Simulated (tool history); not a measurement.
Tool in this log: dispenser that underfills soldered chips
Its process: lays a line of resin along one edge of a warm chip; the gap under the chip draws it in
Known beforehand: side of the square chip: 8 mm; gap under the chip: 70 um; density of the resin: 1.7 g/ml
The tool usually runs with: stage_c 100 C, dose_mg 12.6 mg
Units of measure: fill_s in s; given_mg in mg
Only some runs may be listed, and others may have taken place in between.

| run | day | stage_c | dose_mg | fill_s | given_mg |
|---|---|---|---|---|---|
| 1 | 0 | 100 | 12.6 | 43.7 | 12.5 |
| 2 | 0.1 | 100 | 12.6 | 51.3 | 12.46 |
|  | 0.175 | new syringe of resin |
| 3 | 0.317 | 100 | 13.4 | 30.6 | 13.24 |
| 4 | 0.504 | 100 | 13.4 | 41.4 | 13.31 |
| 5 | 0.604 | 100 | 12.6 | 48.7 | 12.38 |
| 6 | 0.696 | 100 | 12.6 | 55.2 | 12.32 |
|  | 0.729 | new syringe of resin |
| 7 | 0.821 | 87 | 12.6 | 41 | 12.24 |
| 8 | 0.912 | 106 | 13 | 27 | 12.79 |
| 9 | 1.012 | 98 | 11.4 | 40.5 | 11.21 |
| 10 | 1.096 | 110 | 14.2 | 32.5 | 13.87 |
| 11 | 1.196 | 100 | 13.6 | 48.5 | 13.42 |
|  | 1.296 | new syringe of resin |
| 12 | 1.321 | 91 | 12.2 | 33.7 | 11.98 |

Here are 4 independent what-if runs from the current tool condition. What would each one return?
| A | 1.512 | 103 | 14.2 | ? | ? |
| B | 1.512 | 93 | 13.4 | ? | ? |
| C | 1.512 | 109 | 14.4 | ? | ? |
| D | 1.512 | 89 | 13.9 | ? | ? |

| run | fill_s | given_mg |
|---|---|---|
| A | 31.4 | 13.93 |
| B | 42.6 | 13.02 |
| C | 26.2 | 13.96 |
| D | 46.5 | 13.43 |
What these runs would have given with no unlogged condition in the tool:
| run | fill_s | given_mg |
|---|---|---|
| A | 23 | 14.31 |
| B | 31.3 | 13.38 |
| C | 19.1 | 14.35 |
| D | 34.1 | 13.79 |
